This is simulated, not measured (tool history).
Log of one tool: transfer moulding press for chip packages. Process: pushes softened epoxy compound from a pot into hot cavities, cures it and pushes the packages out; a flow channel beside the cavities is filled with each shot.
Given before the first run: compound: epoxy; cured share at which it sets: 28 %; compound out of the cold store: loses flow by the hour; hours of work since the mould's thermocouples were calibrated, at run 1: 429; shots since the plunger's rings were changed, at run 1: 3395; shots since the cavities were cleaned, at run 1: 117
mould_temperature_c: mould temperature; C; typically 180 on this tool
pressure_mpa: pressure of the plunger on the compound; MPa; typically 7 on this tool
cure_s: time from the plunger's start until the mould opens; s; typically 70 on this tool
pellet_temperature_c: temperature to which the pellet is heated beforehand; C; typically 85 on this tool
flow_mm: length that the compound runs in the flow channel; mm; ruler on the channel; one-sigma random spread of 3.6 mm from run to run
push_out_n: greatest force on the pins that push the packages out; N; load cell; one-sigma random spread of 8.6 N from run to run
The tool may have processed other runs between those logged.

| run | day | mould_temperature_c | pressure_mpa | cure_s | pellet_temperature_c | hours of work since the mould's thermocouples were calibrated | shots since the plunger's rings were changed | shots since the cavities were cleaned | incoming compound's hours out of the cold store | flow_mm | push_out_n |
|---|---|---|---|---|---|---|---|---|---|---|---|
| 1 | 0 | 180 | 7 | 70 | 85 | 429 | 3395 | 117 | 36.2 | 846 | 383 |
|  | 1.917 | cavities cleaned with cleaning compound and waxed |
| 2 | 1.917 | 180 | 7 | 70 | 85 | 451 | 3941 | 0 | 15.4 | 934 | 402 |
|  | 4.367 | cavities cleaned with cleaning compound and waxed |
| 3 | 4.462 | 180 | 7 | 70 | 85 | 482 | 4671 | 27 | 36.2 | 852 | 389 |
| 4 | 5.975 | 180 | 7 | 70 | 85 | 500 | 5116 | 472 | 37.7 | 845 | 377 |
|  | 6.692 | cavities cleaned with cleaning compound and waxed |
|  | 9.225 | cavities cleaned with cleaning compound and waxed |
| 5 | 9.308 | 180 | 7.42 | 70 | 85 | 539 | 6061 | 24 | 43.1 | 850 | 379 |
|  | 9.862 | plunger's sealing rings changed |
|  | 11.746 | cavities cleaned with cleaning compound and waxed |
| 6 | 11.8 | 180 | 7 | 70 | 85 | 567 | 551 | 16 | 25.4 | 900 | 394 |
|  | 14.233 | cavities cleaned with cleaning compound and waxed |
| 7 | 14.95 | 180 | 7 | 70 | 85 | 605 | 1460 | 211 | 26.8 | 885 | 402 |
|  | 16.808 | cavities cleaned with cleaning compound and waxed |
| 8 | 17.85 | 180 | 7 | 70 | 85 | 639 | 2295 | 307 | 30.5 | 879 | 404 |
|  | 19.35 | cavities cleaned with cleaning compound and waxed |
| 9 | 20.917 | 180 | 7 | 70 | 85 | 676 | 3179 | 461 | 16.3 | 932 | 408 |
|  | 21.788 | cavities cleaned with cleaning compound and waxed |
| 10 | 22.729 | 180 | 7 | 70 | 85 | 697 | 3694 | 277 | 45.3 | 814 | 366 |
|  | 24.296 | cavities cleaned with cleaning compound and waxed |
| 11 | 25.488 | 180 | 7 | 70 | 85 | 729 | 4487 | 350 | 42.4 | 820 | 385 |
|  | 26.508 | mould's thermocouples calibrated |
|  | 26.708 | cavities cleaned with cleaning compound and waxed |
| 12 | 28.746 | 180 | 7 | 70 | 85 | 26 | 5404 | 600 | 20.4 | 916 | 398 |
|  | 29.017 | cavities cleaned with cleaning compound and waxed |
| 13 | 30.521 | 180 | 7 | 70 | 85 | 47 | 5907 | 442 | 46.7 | 810 | 386 |
|  | 31.375 | cavities cleaned with cleaning compound and waxed |
|  | 31.671 | plunger's sealing rings changed |
| 14 | 33.562 | 180 | 7 | 70 | 85 | 82 | 558 | 614 | 12.4 | 948 | 421 |
|  | 33.775 | cavities cleaned with cleaning compound and waxed |
| 15 | 35.804 | 180 | 5.71 | 66 | 85 | 109 | 1199 | 597 | 21.8 | 823 | 483 |
|  | 36.167 | cavities cleaned with cleaning compound and waxed |
| 16 | 38.262 | 180 | 5.71 | 66 | 85 | 138 | 1904 | 617 | 12.9 | 855 | 490 |
|  | 38.546 | cavities cleaned with cleaning compound and waxed |
|  | 40.892 | cavities cleaned with cleaning compound and waxed |
| 17 | 41.183 | 176 | 5.91 | 61 | 95 | 172 | 2726 | 85 | 28.3 | 816 | 708 |
|  | 43.392 | cavities cleaned with cleaning compound and waxed |
| 18 | 43.938 | 176 | 5.91 | 61 | 95 | 204 | 3519 | 160 | 9.6 | 893 | 796 |
|  | 45.688 | cavities cleaned with cleaning compound and waxed |
| 19 | 46.854 | 175 | 7.63 | 61 | 85 | 239 | 4359 | 343 | 43.3 | 868 | 787 |
|  | 48.096 | cavities cleaned with cleaning compound and waxed |
| 20 | 49.996 | 175 | 7.63 | 61 | 85 | 276 | 5265 | 559 | 41.2 | 883 | 801 |
|  | 50.562 | cavities cleaned with cleaning compound and waxed |
| 21 | 52.496 | 175 | 7.63 | 61 | 85 | 306 | 5982 | 569 | 46.3 | 855 | 805 |
|  | 52.979 | cavities cleaned with cleaning compound and waxed |
|  | 53.458 | plunger's sealing rings changed |
| 22 | 54.821 | 175 | 7 | 76 | 90 | 332 | 400 | 511 | 34.5 | 874 | 414 |
|  | 55.625 | cavities cleaned with cleaning compound and waxed |
| 23 | 56.2 | 175 | 7 | 76 | 90 | 348 | 787 | 169 | 45.8 | 828 | 416 |
|  | 58.029 | cavities cleaned with cleaning compound and waxed |
| 24 | 58.575 | 174 | 7 | 72 | 85 | 376 | 1469 | 161 | 42.7 | 836 | 531 |
| 25 | 60.038 | 176 | 8.29 | 88 | 81 | 394 | 1899 | 591 | 10.6 | 1056 | 347 |

Estimate the outcome of run 26 from the log above:
|  | 60.325 | cavities cleaned with cleaning compound and waxed |
| 26 | 62.333 | 180 | 7 | 70 | 88 | 421 | 2557 | 592 | 35.6 | ? | ? |

{"run 26": {"flow_mm": 854, "push_out_n": 361}}
On a tool with no hidden condition, and with the same random variation, this run would have come out at flow_mm 854 mm, push_out_n 358 N.
